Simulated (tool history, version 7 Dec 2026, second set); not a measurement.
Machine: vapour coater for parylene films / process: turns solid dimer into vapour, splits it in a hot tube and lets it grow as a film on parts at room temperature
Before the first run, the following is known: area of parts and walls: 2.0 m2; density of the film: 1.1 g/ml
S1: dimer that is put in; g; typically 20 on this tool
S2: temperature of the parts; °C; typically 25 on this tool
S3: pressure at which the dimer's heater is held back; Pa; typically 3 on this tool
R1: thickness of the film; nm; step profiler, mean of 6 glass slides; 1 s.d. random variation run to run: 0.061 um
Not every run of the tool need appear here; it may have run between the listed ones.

run 1 hour=0 | S1=20 S2=25 S3=3 | R1=7100
run 2 hour=13.2 | S1=20 S2=25 S3=3 | R1=7090
run 3 hour=34.1 | S1=20 S2=25 S3=3 | R1=7140
run 4 hour=47.9 | S1=20 S2=25 S3=3 | R1=6990
run 5 hour=62.1 | S1=20 S2=25 S3=3 | R1=7050
run 6 hour=74 | S1=20 S2=25 S3=3 | R1=7230
run 7 hour=95.4 | S1=20 S2=25 S3=3 | R1=7010
run 8 hour=113.3 | S1=20 S2=25 S3=3 | R1=6940
run 9 hour=139 | S1=20 S2=25 S3=3 | R1=6940
run 10 hour=164.8 | S1=20 S2=25 S3=9.66 | R1=5870
run 11 hour=187.2 | S1=20 S2=25 S3=8.21 | R1=5990
run 12 hour=201.8 | S1=20 S2=25 S3=3 | R1=6930
run 13 hour=226.7 | S1=20 S2=25 S3=3 | R1=6850
run 14 hour=244.5 | S1=20 S2=25 S3=3 | R1=6880
run 15 hour=261.5 | S1=13 S2=25 S3=6.66 | R1=3990
run 16 hour=281.7 | S1=13 S2=25 S3=6.66 | R1=3980
run 17 hour=303.3 | S1=27 S2=26 S3=3 | R1=8990
run 18 hour=313.8 | S1=27 S2=26 S3=3 | R1=8900
run 19 hour=327.7 | S1=19 S2=22 S3=3 | R1=7320
run 20 hour=345 | S1=14 S2=24 S3=4.78 | R1=4650
run 21 hour=361.8 | S1=22 S2=26 S3=7.21 | R1=6220
run 22 hour=381.9 | S1=15 S2=25 S3=3 | R1=5060
run 23 hour=402.7 | S1=34 S2=19 S3=9.42 | R1=12200
run 24 hour=419.3 | S1=34 S2=19 S3=9.42 | R1=11930
run 25 hour=431.5 | S1=34 S2=19 S3=9.42 | R1=11940
run 26 hour=445.5 | S1=34 S2=18 S3=5.54 | R1=13760

Below are 4 alternative next runs, each starting from the tool's condition after run 26. Predict each:
run A hour=466.6 | S1=11 S2=37 S3=7.81 | R1=?
run B hour=466.6 | S1=24 S2=18 S3=5.54 | R1=?
run C hour=466.6 | S1=23 S2=24 S3=2.76 | R1=?
run D hour=466.6 | S1=34 S2=23 S3=5.54 | R1=?

run=A R1=1990
run=B R1=9570
run=C R1=8150
run=D R1=11090
Had the tool no hidden state, the same runs would have come out as:
run=A R1=2140
run=B R1=10280
run=C R1=8760
run=D R1=11910
